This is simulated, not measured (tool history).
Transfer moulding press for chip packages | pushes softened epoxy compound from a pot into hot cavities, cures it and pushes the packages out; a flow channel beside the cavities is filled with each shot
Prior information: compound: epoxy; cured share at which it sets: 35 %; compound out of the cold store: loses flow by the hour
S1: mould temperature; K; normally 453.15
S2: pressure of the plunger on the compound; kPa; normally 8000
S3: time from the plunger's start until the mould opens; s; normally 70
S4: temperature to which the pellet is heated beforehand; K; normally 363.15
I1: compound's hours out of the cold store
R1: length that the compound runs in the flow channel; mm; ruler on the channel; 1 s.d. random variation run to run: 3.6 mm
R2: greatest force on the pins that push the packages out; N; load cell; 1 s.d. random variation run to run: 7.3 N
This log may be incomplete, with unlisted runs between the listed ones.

run,hour,S1,S2,S3,S4,I1,R1,R2
1,0,453.15,8000,70,363.15,33.8,702,315
# hour 3.9: cavities cleaned with cleaning compound and waxed
2,29.2,455.15,8000,70,363.15,13.3,761,289
# hour 61.7: cavities cleaned with cleaning compound and waxed
3,73.6,455.15,8000,70,363.15,47.7,654,262
4,104,455.15,8000,70,363.15,12.9,761,290
# hour 113.3: plunger's sealing rings changed
# hour 125.2: cavities cleaned with cleaning compound and waxed
5,145.3,455.15,8000,70,363.15,13.1,758,296
6,169.5,455.15,8000,70,363.15,45.6,657,270
# hour 183.8: cavities cleaned with cleaning compound and waxed
7,215.5,453.15,8000,70,363.15,46.5,659,281
# hour 244.1: cavities cleaned with cleaning compound and waxed
8,260.7,453.15,8000,70,353.15,22.5,735,314
9,282.9,453.15,8000,70,353.15,26.8,710,303
# hour 302.8: cavities cleaned with cleaning compound and waxed
10,321.9,453.15,8000,70,363.15,11,770,312
# hour 363.1: mould's thermocouples calibrated
# hour 364.6: cavities cleaned with cleaning compound and waxed
11,370.9,453.15,8000,70,363.15,42.8,665,296
12,404.8,453.15,8000,70,363.15,10.6,769,331
# hour 422.2: cavities cleaned with cleaning compound and waxed
13,452,453.15,8000,70,363.15,17.7,747,306
# hour 481.2: cavities cleaned with cleaning compound and waxed
14,486.2,453.15,8000,70,363.15,8.7,785,317
# hour 515.4: plunger's sealing rings changed
15,535,453.15,7000,70,370.15,32.4,658,297
# hour 544.7: cavities cleaned with cleaning compound and waxed
16,580.6,453.15,7000,70,370.15,30.6,655,300
# hour 603.1: cavities cleaned with cleaning compound and waxed
17,622.7,448.15,7000,79,368.15,36.4,650,316
18,658.8,448.15,8060,79,368.15,27.1,733,333
# hour 664: cavities cleaned with cleaning compound and waxed
19,680.4,448.15,8060,79,368.15,45.4,676,300
20,711.1,458.15,7810,70,354.15,26.8,699,270
# hour 722.6: cavities cleaned with cleaning compound and waxed
21,737.7,448.15,9980,70,363.15,18.5,856,401
22,769.1,448.15,9980,70,363.15,36.2,789,401
# hour 783.5: cavities cleaned with cleaning compound and waxed
23,805.8,448.15,9980,70,363.15,44.5,753,402
24,837.4,457.15,6330,70,361.15,14.8,661,277
# hour 842.4: cavities cleaned with cleaning compound and waxed
25,885.3,454.15,6480,70,369.15,14.7,683,306
# hour 900: cavities cleaned with cleaning compound and waxed
# hour 916.7: plunger's sealing rings changed
26,934,454.15,6480,70,369.15,45.1,590,282

Alternative continuations, all from the tool just after run 26; predict every row:
# hour 961.7: cavities cleaned with cleaning compound and waxed
A,974.5,460.15,6480,70,361.15,13.5,?,?
# hour 961.7: cavities cleaned with cleaning compound and waxed
B,974.5,453.15,8880,70,363.15,43.1,?,?
# hour 961.7: cavities cleaned with cleaning compound and waxed
C,974.5,453.15,7840,70,363.15,30.1,?,?
# hour 961.7: cavities cleaned with cleaning compound and waxed
D,974.5,454.15,9120,70,354.15,33.2,?,?

run,R1,R2
A,674,258
B,705,288
C,710,297
D,744,280
Take away the tool's hidden state, keep each run's random variation, and the runs would have read:
run,R1,R2
A,674,257
B,705,287
C,711,296
D,744,279
